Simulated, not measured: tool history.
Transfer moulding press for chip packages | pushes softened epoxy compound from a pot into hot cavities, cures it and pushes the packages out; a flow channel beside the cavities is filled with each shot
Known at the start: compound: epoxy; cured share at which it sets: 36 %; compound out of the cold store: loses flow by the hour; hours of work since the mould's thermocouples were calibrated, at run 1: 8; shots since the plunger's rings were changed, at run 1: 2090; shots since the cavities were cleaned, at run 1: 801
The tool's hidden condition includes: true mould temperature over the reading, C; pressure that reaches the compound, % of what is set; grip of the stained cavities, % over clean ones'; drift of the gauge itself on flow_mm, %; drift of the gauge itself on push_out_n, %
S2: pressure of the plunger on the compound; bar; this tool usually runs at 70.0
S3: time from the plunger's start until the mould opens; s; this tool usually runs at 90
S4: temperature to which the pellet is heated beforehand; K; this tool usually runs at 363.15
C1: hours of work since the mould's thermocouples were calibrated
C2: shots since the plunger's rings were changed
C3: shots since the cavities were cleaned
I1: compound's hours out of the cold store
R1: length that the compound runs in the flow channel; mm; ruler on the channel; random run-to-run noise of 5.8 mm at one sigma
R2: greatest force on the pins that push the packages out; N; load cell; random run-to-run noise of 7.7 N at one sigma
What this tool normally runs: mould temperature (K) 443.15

{"run": 1, "day": 0.0, "mould temperature (K)": 443.15, "S2": 70.0, "S3": 90, "S4": 363.15, "C1": 8, "C2": 2090, "C3": 801, "I1": 18.9, "R1": 732, "R2": 593}
{"run": 2, "day": 0.738, "mould temperature (K)": 443.15, "S2": 70.0, "S3": 90, "S4": 363.15, "C1": 19, "C2": 2318, "C3": 1029, "I1": 8.0, "R1": 753, "R2": 687}
{"day": 0.933, "done": "cavities cleaned with cleaning compound and waxed"}
{"run": 3, "day": 2.267, "mould temperature (K)": 443.15, "S2": 65.4, "S3": 90, "S4": 363.15, "C1": 40, "C2": 2770, "C3": 411, "I1": 22.5, "R1": 680, "R2": 543}
{"run": 4, "day": 3.567, "mould temperature (K)": 442.15, "S2": 65.4, "S3": 90, "S4": 363.15, "C1": 60, "C2": 3171, "C3": 812, "I1": 25.6, "R1": 673, "R2": 670}
{"day": 4.371, "done": "cavities cleaned with cleaning compound and waxed"}
{"run": 5, "day": 4.625, "mould temperature (K)": 442.15, "S2": 65.4, "S3": 90, "S4": 363.15, "C1": 74, "C2": 3478, "C3": 78, "I1": 31.3, "R1": 653, "R2": 376}
{"day": 5.279, "done": "plunger's sealing rings changed"}
{"run": 6, "day": 5.579, "mould temperature (K)": 442.15, "S2": 65.4, "S3": 90, "S4": 363.15, "C1": 87, "C2": 93, "C3": 340, "I1": 47.3, "R1": 656, "R2": 496}
{"run": 7, "day": 7.146, "mould temperature (K)": 442.15, "S2": 65.4, "S3": 90, "S4": 357.15, "C1": 110, "C2": 576, "C3": 823, "I1": 35.6, "R1": 679, "R2": 650}
{"day": 7.967, "done": "cavities cleaned with cleaning compound and waxed"}
{"run": 8, "day": 8.05, "mould temperature (K)": 442.15, "S2": 65.4, "S3": 90, "S4": 357.15, "C1": 123, "C2": 835, "C3": 24, "I1": 45.2, "R1": 651, "R2": 360}
{"run": 9, "day": 9.504, "mould temperature (K)": 443.15, "S2": 70.0, "S3": 90, "S4": 363.15, "C1": 145, "C2": 1285, "C3": 474, "I1": 46.2, "R1": 654, "R2": 522}
{"run": 10, "day": 10.75, "mould temperature (K)": 442.15, "S2": 70.0, "S3": 90, "S4": 363.15, "C1": 163, "C2": 1668, "C3": 857, "I1": 22.6, "R1": 726, "R2": 689}
{"day": 11.438, "done": "cavities cleaned with cleaning compound and waxed"}
{"run": 11, "day": 12.112, "mould temperature (K)": 442.15, "S2": 70.0, "S3": 90, "S4": 363.15, "C1": 182, "C2": 2069, "C3": 209, "I1": 18.6, "R1": 728, "R2": 484}
{"run": 12, "day": 13.621, "mould temperature (K)": 443.15, "S2": 70.0, "S3": 90, "S4": 363.15, "C1": 205, "C2": 2535, "C3": 675, "I1": 13.1, "R1": 752, "R2": 633}
{"run": 13, "day": 14.767, "mould temperature (K)": 443.15, "S2": 70.0, "S3": 90, "S4": 363.15, "C1": 222, "C2": 2887, "C3": 1027, "I1": 32.8, "R1": 686, "R2": 649}
{"day": 14.954, "done": "cavities cleaned with cleaning compound and waxed"}
{"run": 14, "day": 15.846, "mould temperature (K)": 443.15, "S2": 74.2, "S3": 90, "S4": 363.15, "C1": 237, "C2": 3201, "C3": 275, "I1": 37.2, "R1": 668, "R2": 464}
{"run": 15, "day": 17.112, "mould temperature (K)": 443.15, "S2": 74.2, "S3": 90, "S4": 369.15, "C1": 256, "C2": 3592, "C3": 666, "I1": 36.2, "R1": 675, "R2": 565}
{"day": 17.396, "done": "plunger's sealing rings changed"}
{"run": 16, "day": 17.95, "mould temperature (K)": 443.15, "S2": 74.2, "S3": 90, "S4": 369.15, "C1": 267, "C2": 170, "C3": 891, "I1": 43.4, "R1": 700, "R2": 625}
{"day": 18.579, "done": "cavities cleaned with cleaning compound and waxed"}
{"run": 17, "day": 19.329, "mould temperature (K)": 441.15, "S2": 87.1, "S3": 90, "S4": 363.15, "C1": 286, "C2": 576, "C3": 231, "I1": 14.9, "R1": 866, "R2": 498}
{"run": 18, "day": 20.683, "mould temperature (K)": 436.15, "S2": 76.1, "S3": 96, "S4": 368.15, "C1": 306, "C2": 994, "C3": 649, "I1": 8.7, "R1": 846, "R2": 800}
{"day": 20.904, "done": "mould's thermocouples calibrated"}
{"day": 22.104, "done": "cavities cleaned with cleaning compound and waxed"}
{"run": 19, "day": 22.225, "mould temperature (K)": 436.15, "S2": 84.9, "S3": 84, "S4": 364.15, "C1": 19, "C2": 1425, "C3": 37, "I1": 18.0, "R1": 852, "R2": 670}
{"run": 20, "day": 23.529, "mould temperature (K)": 448.15, "S2": 70.0, "S3": 70, "S4": 363.15, "C1": 38, "C2": 1827, "C3": 439, "I1": 39.7, "R1": 656, "R2": 641}
{"day": 23.967, "done": "mould's thermocouples calibrated, once more"}
{"run": 21, "day": 24.471, "mould temperature (K)": 449.15, "S2": 63.7, "S3": 96, "S4": 360.15, "C1": 7, "C2": 2092, "C3": 704, "I1": 23.9, "R1": 666, "R2": 503}
{"day": 25.629, "done": "cavities cleaned with cleaning compound and waxed"}
{"run": 22, "day": 25.933, "mould temperature (K)": 444.15, "S2": 63.7, "S3": 96, "S4": 368.15, "C1": 28, "C2": 2524, "C3": 94, "I1": 17.7, "R1": 687, "R2": 357}
{"run": 23, "day": 26.938, "mould temperature (K)": 443.15, "S2": 83.7, "S3": 72, "S4": 363.15, "C1": 43, "C2": 2833, "C3": 403, "I1": 42.9, "R1": 714, "R2": 802}
{"run": 24, "day": 28.488, "mould temperature (K)": 436.15, "S2": 59.4, "S3": 99, "S4": 363.15, "C1": 66, "C2": 3311, "C3": 881, "I1": 8.5, "R1": 707, "R2": 826}
{"day": 29.075, "done": "cavities cleaned with cleaning compound and waxed"}
{"day": 29.762, "done": "plunger's sealing rings changed"}
{"run": 25, "day": 30.0, "mould temperature (K)": 442.15, "S2": 59.4, "S3": 78, "S4": 356.15, "C1": 86, "C2": 74, "C3": 253, "I1": 13.9, "R1": 720, "R2": 694}
{"run": 26, "day": 31.504, "mould temperature (K)": 442.15, "S2": 59.4, "S3": 78, "S4": 368.15, "C1": 109, "C2": 538, "C3": 717, "I1": 38.8, "R1": 629, "R2": 782}
{"run": 27, "day": 32.371, "mould temperature (K)": 442.15, "S2": 65.6, "S3": 104, "S4": 368.15, "C1": 121, "C2": 805, "C3": 984, "I1": 45.9, "R1": 653, "R2": 568}

Below, some changes in R1 between adjacent runs. For each, the amount present without the hidden state too (settings, incoming material, random variation) and the amount remaining for the hidden state with gauge scatter not shared by both compared results:
Run 5 -> 6: plunger's sealing rings changed. R1 +3 mm: hidden state +44, all else -41.
Run 15 -> 16: plunger's sealing rings changed. R1 +25 mm: hidden state +51, all else -26.
Run 16 -> 17: mould temperature (K) 443.15 -> 441.15, S2 74.2 -> 87.1, S4 369.15 -> 363.15, cavities cleaned with cleaning compound and waxed. R1 +166 mm: hidden state -8, all else +174.
Run 19 -> 20: mould temperature (K) 436.15 -> 448.15, S2 84.9 -> 70.0, S3 84 -> 70, S4 364.15 -> 363.15. R1 -196 mm: hidden state +1, all else -197.
